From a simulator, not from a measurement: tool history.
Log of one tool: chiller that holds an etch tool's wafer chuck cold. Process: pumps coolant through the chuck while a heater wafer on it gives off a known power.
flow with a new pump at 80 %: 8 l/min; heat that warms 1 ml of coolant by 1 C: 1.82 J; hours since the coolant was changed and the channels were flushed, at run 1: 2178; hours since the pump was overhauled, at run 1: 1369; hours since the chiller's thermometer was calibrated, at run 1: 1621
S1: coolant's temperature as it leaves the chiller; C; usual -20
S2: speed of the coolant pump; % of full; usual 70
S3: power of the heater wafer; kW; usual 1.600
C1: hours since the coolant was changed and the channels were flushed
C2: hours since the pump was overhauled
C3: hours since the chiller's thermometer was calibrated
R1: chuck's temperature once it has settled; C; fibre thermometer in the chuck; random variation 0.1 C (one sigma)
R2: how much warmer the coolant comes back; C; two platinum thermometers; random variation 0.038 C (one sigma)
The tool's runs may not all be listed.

Run 1, hour 0.0: usual settings; C1 2178; C2 1369; C3 1621. Result: R1 -6.2 C, R2 7.53 C.
Run 2, hour 23.4: usual settings but S1 -21 C; C1 2201; C2 1392; C3 1645. Result: R1 -7.3 C, R2 7.56 C.
Run 3, hour 65.7: usual settings but S1 -21 C; C1 2243; C2 1434; C3 1687. Result: R1 -7.1 C, R2 7.49 C.
Run 4, hour 112.1: usual settings but S1 -21 C, S3 1.265 kW; C1 2290; C2 1481; C3 1734. Result: R1 -9.9 C, R2 5.95 C.
Run 5, hour 150.9: usual settings but S1 -21 C, S3 1.265 kW; C1 2329; C2 1520; C3 1772. Result: R1 -9.8 C, R2 5.95 C.
Run 6, hour 191.7: usual settings but S3 1.742 kW; C1 2369; C2 1560; C3 1813. Result: R1 -4.8 C, R2 8.15 C.
Run 7, hour 217.2: usual settings but S3 1.742 kW; C1 2395; C2 1586; C3 1839. Result: R1 -5.1 C, R2 8.23 C.
Run 8, hour 243.1: usual settings but S1 -26 C, S2 73 % of full, S3 1.401 kW; C1 2421; C2 1612; C3 1864. Result: R1 -14.2 C, R2 6.37 C.

The next listed run, before its measurement:
Run 9, hour 272.6: usual settings but S1 -26 C, S2 73 % of full, S3 1.401 kW; C1 2450; C2 1641; C3 1894. Result: R1 ?, R2 ?.

{"run 9": {"R1": -14.2, "R2": 6.32}}
Without the tool's hidden state the same run would have given R1 -14.3 C, R2 6.31 C.
